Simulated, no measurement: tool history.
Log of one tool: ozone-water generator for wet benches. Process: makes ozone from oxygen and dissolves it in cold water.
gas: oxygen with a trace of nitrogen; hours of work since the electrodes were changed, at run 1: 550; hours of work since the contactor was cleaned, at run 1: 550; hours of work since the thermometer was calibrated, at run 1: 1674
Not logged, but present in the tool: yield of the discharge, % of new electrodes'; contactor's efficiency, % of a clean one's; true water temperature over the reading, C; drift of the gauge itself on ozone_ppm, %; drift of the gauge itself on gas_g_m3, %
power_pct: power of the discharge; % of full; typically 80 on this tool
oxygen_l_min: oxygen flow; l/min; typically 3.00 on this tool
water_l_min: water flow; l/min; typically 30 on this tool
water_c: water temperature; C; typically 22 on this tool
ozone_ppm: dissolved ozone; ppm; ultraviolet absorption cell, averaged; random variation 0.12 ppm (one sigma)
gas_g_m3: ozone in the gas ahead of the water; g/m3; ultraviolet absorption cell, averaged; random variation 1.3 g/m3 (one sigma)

run,hour,power_pct,oxygen_l_min,water_l_min,water_c,hours of work since the electrodes were changed,hours of work since the contactor was cleaned,hours of work since the thermometer was calibrated,ozone_ppm,gas_g_m3
1,0.0,80,3.00,30,22,550,550,1674,10.9,228.9
2,52.5,80,3.00,30,22,598,598,1721,11.0,230.0
3,106.9,80,3.00,30,21,647,647,1770,11.1,228.1
4,136.7,80,3.00,30,21,674,674,1797,11.2,228.4
5,188.4,80,3.00,30,21,720,720,1844,10.7,229.4
6,224.9,72,3.00,30,21,753,753,1876,10.0,208.9
7,290.9,80,3.91,30,22,813,813,1936,11.6,200.1
8,341.8,80,3.91,30,22,859,859,1982,11.5,199.7
9,395.8,80,2.85,33,22,907,907,2031,9.7,231.8
10,450.6,80,3.00,30,17,957,957,2080,11.1,225.3
11,507.9,84,2.41,32,30,1008,1008,2132,9.3,262.4
12,556.7,45,1.77,30,22,1052,1052,2176,5.6,176.5
13,618.7,62,1.81,38,22,1108,1108,2232,5.9,229.7
14,678.9,62,1.81,44,18,1163,1163,2286,5.1,231.1

Alternative continuations, all from the tool just after run 14; predict every row:
A,737.5,62,4.16,44,18,1216,1216,2339,?,?
B,737.5,62,1.81,44,23,1216,1216,2339,?,?
C,737.5,67,5.21,30,24,1216,1216,2339,?,?
D,737.5,47,3.00,28,22,1216,1216,2339,?,?
E,737.5,68,3.00,30,24,1216,1216,2339,?,?

run,ozone_ppm,gas_g_m3
A,6.6,154.9
B,4.9,231.6
C,9.9,148.6
D,7.3,141.3
E,9.1,195.0
Without the tool's hidden state the same runs would have given:
run,ozone_ppm,gas_g_m3
A,6.9,159.1
B,5.0,237.9
C,10.4,153.0
D,7.5,144.2
E,9.5,200.8
